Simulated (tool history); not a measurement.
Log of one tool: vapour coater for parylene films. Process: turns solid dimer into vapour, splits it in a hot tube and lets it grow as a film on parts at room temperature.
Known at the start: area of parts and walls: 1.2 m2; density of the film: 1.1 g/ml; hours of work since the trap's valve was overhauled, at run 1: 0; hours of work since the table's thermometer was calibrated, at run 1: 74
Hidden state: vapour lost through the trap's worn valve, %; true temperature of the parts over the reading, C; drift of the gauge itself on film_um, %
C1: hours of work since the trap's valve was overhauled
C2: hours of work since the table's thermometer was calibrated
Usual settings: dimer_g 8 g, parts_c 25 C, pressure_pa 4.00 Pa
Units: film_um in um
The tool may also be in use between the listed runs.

Run 1, hour 0.0: usual settings; C1 0; C2 74. Result: film_um 3.71 um.
Run 2, hour 11.6: usual settings; C1 5; C2 79. Result: film_um 3.71 um.
Run 3, hour 35.3: usual settings but pressure_pa 10.39 Pa; C1 15; C2 89. Result: film_um 3.23 um.
Run 4, hour 61.5: usual settings but pressure_pa 10.39 Pa; C1 26; C2 100. Result: film_um 3.23 um.
Run 5, hour 75.8: usual settings but pressure_pa 10.39 Pa; C1 32; C2 106. Result: film_um 3.18 um.
Run 6, hour 100.6: usual settings but dimer_g 5 g, parts_c 20 C, pressure_pa 2.73 Pa; C1 42; C2 116. Result: film_um 2.91 um.
Run 7, hour 117.5: usual settings but dimer_g 5 g, parts_c 20 C, pressure_pa 2.73 Pa; C1 49; C2 123. Result: film_um 2.92 um.
Run 8, hour 136.7: usual settings but dimer_g 5 g, parts_c 20 C, pressure_pa 2.73 Pa; C1 57; C2 131. Result: film_um 2.92 um.
Run 9, hour 153.1: usual settings but parts_c 19 C, pressure_pa 11.49 Pa; C1 64; C2 138. Result: film_um 3.92 um.
Run 10, hour 171.5: usual settings but dimer_g 3 g, parts_c 22 C, pressure_pa 8.17 Pa; C1 72; C2 146. Result: film_um 1.37 um.

4 ways to go on from here, each from the tool as it stands after run 10. What would each give?
Run A, hour 187.4: usual settings but dimer_g 5 g, parts_c 22 C, pressure_pa 2.29 Pa; C1 79; C2 152. Result: film_um ?.
Run B, hour 187.4: usual settings but dimer_g 12 g, parts_c 28 C; C1 79; C2 152. Result: film_um ?.
Run C, hour 187.4: usual settings but pressure_pa 7.35 Pa; C1 79; C2 152. Result: film_um ?.
Run D, hour 187.4: usual settings but dimer_g 13 g, parts_c 23 C, pressure_pa 9.54 Pa; C1 79; C2 152. Result: film_um ?.

run  film_um
  A     2.76
  B     4.84
  C     3.31
  D     5.54
Without the tool's hidden state the same runs would have given:
run  film_um
  A     2.84
  B     4.98
  C     3.40
  D     5.70
